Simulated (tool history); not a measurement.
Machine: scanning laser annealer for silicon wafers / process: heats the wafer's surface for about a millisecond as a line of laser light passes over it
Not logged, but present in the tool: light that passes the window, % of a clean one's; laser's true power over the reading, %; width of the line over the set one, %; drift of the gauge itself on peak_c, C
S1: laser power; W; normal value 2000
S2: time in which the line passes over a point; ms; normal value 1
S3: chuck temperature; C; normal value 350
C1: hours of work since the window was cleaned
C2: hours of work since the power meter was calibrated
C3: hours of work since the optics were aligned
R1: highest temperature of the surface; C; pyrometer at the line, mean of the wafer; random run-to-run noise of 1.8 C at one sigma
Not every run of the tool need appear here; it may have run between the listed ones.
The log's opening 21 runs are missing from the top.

| run | hour | S1 | S2 | S3 | C1 | C2 | C3 | R1 |
|---|---|---|---|---|---|---|---|---|
| 22 | 487.5 | 1958 | 0.88 | 355 | 131 | 732 | 1718 | 1019 |
| 23 | 506.1 | 1958 | 0.88 | 355 | 141 | 742 | 1728 | 1019 |
| 24 | 533.7 | 1958 | 0.88 | 355 | 157 | 757 | 1743 | 1018 |
| 25 | 556.8 | 1967 | 0.81 | 311 | 169 | 770 | 1756 | 945 |
| 26 | 580.6 | 2000 | 1.25 | 350 | 183 | 783 | 1769 | 1176 |
|  | 585.5 | laser's power meter calibrated |
| 27 | 614.3 | 1891 | 1 | 350 | 200 | 16 | 1786 | 1042 |
| 28 | 635.5 | 1891 | 1 | 350 | 211 | 28 | 1798 | 1041 |
| 29 | 650.3 | 1743 | 0.82 | 329 | 220 | 36 | 1806 | 901 |
| 30 | 673.2 | 2000 | 1 | 356 | 232 | 49 | 1819 | 1083 |
| 31 | 694.1 | 2000 | 1 | 356 | 244 | 60 | 1831 | 1082 |
| 32 | 717.8 | 2000 | 1 | 356 | 257 | 73 | 1844 | 1080 |
|  | 723.3 | laser's power meter calibrated, once more |
| 33 | 740.1 | 1804 | 0.75 | 312 | 268 | 9 | 1854 | 871 |
| 34 | 753.5 | 1725 | 0.98 | 376 | 275 | 17 | 1862 | 998 |
| 35 | 785.5 | 1805 | 0.87 | 319 | 293 | 35 | 1880 | 926 |
| 36 | 805.1 | 2000 | 1.24 | 329 | 304 | 45 | 1891 | 1148 |
| 37 | 818.5 | 2000 | 1.24 | 329 | 311 | 53 | 1898 | 1144 |
|  | 835.2 | optics aligned, line set to its width |
| 38 | 856.1 | 2000 | 1.24 | 329 | 329 | 71 | 12 | 1155 |
| 39 | 870.8 | 2093 | 0.93 | 350 | 337 | 79 | 20 | 1078 |
| 40 | 895.5 | 2069 | 0.86 | 311 | 351 | 93 | 33 | 1000 |
| 41 | 910.2 | 2069 | 0.99 | 345 | 359 | 101 | 42 | 1092 |

Run 42 has not been measured yet. What should we expect?
| 42 | 933 | 2069 | 0.75 | 316 | 372 | 113 | 54 | ? |

Run 42 yielded R1 955 C.
With no hidden state in the tool, this same run would have given R1 970 C.

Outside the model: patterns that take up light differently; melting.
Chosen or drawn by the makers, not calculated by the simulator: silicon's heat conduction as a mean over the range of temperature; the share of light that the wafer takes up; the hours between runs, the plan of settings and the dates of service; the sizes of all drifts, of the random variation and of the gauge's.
